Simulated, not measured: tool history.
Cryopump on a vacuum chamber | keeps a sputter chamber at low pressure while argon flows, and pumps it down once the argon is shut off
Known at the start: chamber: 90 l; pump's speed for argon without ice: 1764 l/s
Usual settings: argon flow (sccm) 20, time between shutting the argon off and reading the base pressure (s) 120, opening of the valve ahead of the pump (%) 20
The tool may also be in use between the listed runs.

run	hour	argon flow (sccm)	time between shutting the argon off and reading the base pressure (s)	opening of the valve ahead of the pump (%)	pressure while argon flows (Pa)	pressure after the wait (uPa)
1	0.0	20	120	20	0.1003	2.04
2	36.7	20	120	19	0.1053	2.09
3	74.8	20	120	19	0.1062	2.06
4	105.3	20	120	20	0.1025	2.07
5	131.5	20	120	20	0.1014	2.13
6	150.0	20	120	20	0.1021	2.15
7	188.1	20	120	20	0.1019	2.12
8	227.4	20	120	20	0.1014	2.17
9	251.5	20	120	20	0.1019	2.19
10	267.5	20	120	20	0.1012	2.22
11	300.0	20	120	20	0.1019	2.25
# hour 316.9: pump warmed up, emptied and cooled again
12	334.1	13	120	20	0.0631	1.78
13	359.4	13	120	20	0.0636	1.74
14	397.0	13	120	20	0.0626	1.81
15	413.9	13	120	20	0.0631	1.76
16	434.2	13	48	54	0.0239	2.35
17	454.4	17	48	54	0.0298	2.31
18	490.9	9	144	26	0.0341	1.81
19	512.8	9	144	26	0.0334	1.78
20	541.1	12	49	38	0.0312	2.24
21	569.4	12	246	20	0.0593	1.73
22	606.3	8	120	20	0.0381	1.86
23	643.6	8	126	20	0.0392	1.88
24	675.4	20	52	26	0.0749	2.38
25	707.5	20	175	22	0.0879	1.87
26	736.4	20	175	22	0.0889	1.84
27	765.2	15	120	49	0.0315	1.94
28	804.9	36	120	20	0.1761	1.91
29	829.8	35	120	20	0.1720	1.94

Hidden state or all else? Some run-to-run changes of pressure while argon flows (Pa), split into what the settings, what came in and random variation would give without the hidden state, and what is left for the hidden state (with any gauge scatter that isn't in both results):
The hidden state here: pump's speed, % of a pump's without ice; cold plate's temperature, K; leak into the chamber, uPa l/s; drift of the gauge itself on working_pa, %; drift of the gauge itself on base_upa, %.
Run 11 -> 12: argon flow (sccm) 20 -> 13, pump warmed up, emptied and cooled again. pressure while argon flows (Pa) -0.0388: hidden state -0.0066, all else -0.0322.
Run 26 -> 27: argon flow (sccm) 20 -> 15, time between shutting the argon off and reading the base pressure (s) 175 -> 120, opening of the valve ahead of the pump (%) 22 -> 49. pressure while argon flows (Pa) -0.0574: hidden state -0.0004, all else -0.0570.
Run 27 -> 28: argon flow (sccm) 15 -> 36, opening of the valve ahead of the pump (%) 49 -> 20. pressure while argon flows (Pa) +0.1446: hidden state +0.0022, all else +0.1424.
